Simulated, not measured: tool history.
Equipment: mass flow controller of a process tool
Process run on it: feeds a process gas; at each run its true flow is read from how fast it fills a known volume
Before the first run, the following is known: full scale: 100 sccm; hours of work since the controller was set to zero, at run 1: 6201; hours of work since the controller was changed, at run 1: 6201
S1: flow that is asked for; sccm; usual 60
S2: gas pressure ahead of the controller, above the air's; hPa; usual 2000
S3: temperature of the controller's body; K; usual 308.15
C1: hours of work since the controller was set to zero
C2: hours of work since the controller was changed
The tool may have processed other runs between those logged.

Run 1, hour 0: usual settings; C1 6201; C2 6201. Result: true flow (%) 97.53.
Run 2, hour 280.1: usual settings; C1 6413; C2 6413. Result: true flow (%) 97.41.
Run 3, hour 694.3: usual settings; C1 6726; C2 6726. Result: true flow (%) 97.39.
Run 4, hour 1017.9: usual settings; C1 6971; C2 6971. Result: true flow (%) 97.26.
Run 5, hour 1422.6: usual settings; C1 7277; C2 7277. Result: true flow (%) 97.04.
At hour 1572: controller's zero set anew.
Run 6, hour 1682: usual settings but S2 2420 hPa; C1 83; C2 7473. Result: true flow (%) 95.71.
At hour 1947.3: controller exchanged for a calibrated one.
Run 7, hour 2135.9: usual settings but S2 2420 hPa; C1 143; C2 143. Result: true flow (%) 99.3.
Run 8, hour 2557.5: usual settings but S2 2420 hPa; C1 462; C2 462. Result: true flow (%) 99.11.
Run 9, hour 2814.6: usual settings; C1 656; C2 656. Result: true flow (%) 99.22.
Run 10, hour 3217: usual settings but S1 12 sccm; C1 960; C2 960. Result: true flow (%) 98.27.
Run 11, hour 3672.6: usual settings but S1 12 sccm; C1 1305; C2 1305. Result: true flow (%) 98.51.
Run 12, hour 3896.8: usual settings but S1 12 sccm; C1 1475; C2 1475. Result: true flow (%) 98.44.
Run 13, hour 4174.2: usual settings but S1 23 sccm, S2 2170 hPa; C1 1684; C2 1684. Result: true flow (%) 98.19.
Run 14, hour 4411.1: usual settings but S1 86 sccm, S3 306.15 K; C1 1864; C2 1864. Result: true flow (%) 99.37.
Run 15, hour 4843.8: usual settings but S1 17 sccm, S3 302.15 K; C1 2191; C2 2191. Result: true flow (%) 97.61.
Run 16, hour 5112.5: usual settings but S1 45 sccm, S2 1700 hPa, S3 309.15 K; C1 2394; C2 2394. Result: true flow (%) 98.32.
Run 17, hour 5364.7: usual settings but S1 24 sccm, S2 2600 hPa; C1 2585; C2 2585. Result: true flow (%) 98.06.
Run 18, hour 5699.6: usual settings but S1 83 sccm, S2 1710 hPa; C1 2838; C2 2838. Result: true flow (%) 99.11.
Run 19, hour 5899: usual settings but S2 1420 hPa; C1 2989; C2 2989. Result: true flow (%) 98.52.
Run 20, hour 6230.4: usual settings but S1 23 sccm, S2 1420 hPa, S3 294.15 K; C1 3240; C2 3240. Result: true flow (%) 97.06.
Run 21, hour 6633.5: usual settings but S1 23 sccm, S2 1420 hPa, S3 294.15 K; C1 3545; C2 3545. Result: true flow (%) 96.89.
Run 22, hour 6829.3: usual settings but S1 23 sccm, S2 1420 hPa, S3 294.15 K; C1 3693; C2 3693. Result: true flow (%) 96.93.
Run 23, hour 7086.8: usual settings but S1 13 sccm, S2 1670 hPa, S3 305.15 K; C1 3887; C2 3887. Result: true flow (%) 99.04.

Describe how what the log doesn't record of the tool's condition differs between the last listed run preceding each entry between runs and the first listed run following it.
Run 5 -> run 6: controller's zero set anew (hour 1572)
  flow at rest that the sensor doesn't see, % of full scale: 0.796 -> 0.027; true flow over the shown one, %: -3.66 -> -3.77
  difference, measured minus the result without the unlogged condition, true flow (%): -2.34 -> -3.72
Run 6 -> run 7: controller exchanged for a calibrated one (hour 1947.3)
  flow at rest that the sensor doesn't see, % of full scale: 0.027 -> 0.041; true flow over the shown one, %: -3.77 -> -0.23
  difference, measured minus the result without the unlogged condition, true flow (%): -3.72 -> -0.16
